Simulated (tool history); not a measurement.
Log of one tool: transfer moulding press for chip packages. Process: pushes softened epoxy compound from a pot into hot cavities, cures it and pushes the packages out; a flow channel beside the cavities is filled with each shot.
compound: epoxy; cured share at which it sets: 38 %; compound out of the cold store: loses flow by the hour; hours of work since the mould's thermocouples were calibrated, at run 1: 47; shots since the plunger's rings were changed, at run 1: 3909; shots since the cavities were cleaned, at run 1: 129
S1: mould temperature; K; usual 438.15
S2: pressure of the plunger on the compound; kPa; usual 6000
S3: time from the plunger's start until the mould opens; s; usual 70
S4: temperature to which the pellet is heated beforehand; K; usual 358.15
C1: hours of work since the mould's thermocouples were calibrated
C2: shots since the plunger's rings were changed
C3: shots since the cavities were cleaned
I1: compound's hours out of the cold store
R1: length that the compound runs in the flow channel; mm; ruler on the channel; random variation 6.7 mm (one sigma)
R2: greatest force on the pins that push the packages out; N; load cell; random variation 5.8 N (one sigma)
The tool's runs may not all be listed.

run	day	S1	S2	S3	S4	C1	C2	C3	I1	R1	R2
1	0	438.15	6000	70	358.15	47	3909	129	16.4	724	257
2	0.679	438.15	6000	70	358.15	59	4252	472	24.9	681	293
# day 0.867: cavities cleaned with cleaning compound and waxed
# day 2.017: cavities cleaned with cleaning compound and waxed
3	2.017	432.15	6000	70	358.15	82	4863	0	32.8	649	259
# day 2.9: plunger's sealing rings changed
# day 3.2: cavities cleaned with cleaning compound and waxed
4	3.771	438.15	4670	70	358.15	111	407	288	33.7	609	276
# day 4.308: cavities cleaned with cleaning compound and waxed
5	5.05	438.15	4670	70	358.15	134	1020	375	15.3	654	287
# day 5.454: cavities cleaned with cleaning compound and waxed
6	5.983	438.15	4670	70	358.15	150	1459	268	46.4	552	260
# day 6.604: cavities cleaned with cleaning compound and waxed
7	7.429	438.15	4670	70	358.15	176	2156	416	47.5	543	296
# day 7.733: cavities cleaned with cleaning compound and waxed
8	8.188	438.15	7050	70	358.15	188	2505	229	32.9	716	266
# day 8.838: cavities cleaned with cleaning compound and waxed
9	9.812	438.15	7050	70	358.15	217	3293	491	42.9	671	307
# day 9.967: cavities cleaned with cleaning compound and waxed
# day 11.033: cavities cleaned with cleaning compound and waxed
10	11.271	438.15	6000	76	358.15	242	3964	120	42.5	602	227
# day 12.138: cavities cleaned with cleaning compound and waxed
11	13	438.15	6000	76	358.15	273	4805	435	37.1	620	272
# day 13.292: cavities cleaned with cleaning compound and waxed
12	13.767	442.15	4820	57	357.15	286	5158	239	12.9	614	300
# day 14.058: plunger's sealing rings changed
# day 14.458: cavities cleaned with cleaning compound and waxed
13	15.162	442.15	6340	57	362.15	309	525	356	31.8	696	307
# day 15.6: cavities cleaned with cleaning compound and waxed
# day 16.767: cavities cleaned with cleaning compound and waxed
14	16.854	442.15	6340	57	362.15	338	1314	45	9.6	783	250
# day 17.858: cavities cleaned with cleaning compound and waxed
15	18.375	442.15	6340	57	362.15	365	2048	259	33.1	675	282
# day 18.958: cavities cleaned with cleaning compound and waxed
16	19.846	442.15	4690	70	358.15	391	2758	448	33	576	280
# day 20.108: cavities cleaned with cleaning compound and waxed
# day 21.217: cavities cleaned with cleaning compound and waxed
17	21.504	434.15	6000	70	364.15	420	3531	145	24.1	699	284
# day 22.346: cavities cleaned with cleaning compound and waxed
18	22.562	433.15	6000	88	358.15	438	4033	111	27.3	673	239

The next listed run, before its measurement:
# day 23.462: cavities cleaned with cleaning compound and waxed
19	23.808	433.15	6000	88	358.15	460	4628	174	18.2	?	?

R1: 714 mm
R2: 237 N
Without the tool's hidden state the same run would have given R1 778 mm, R2 195 N.
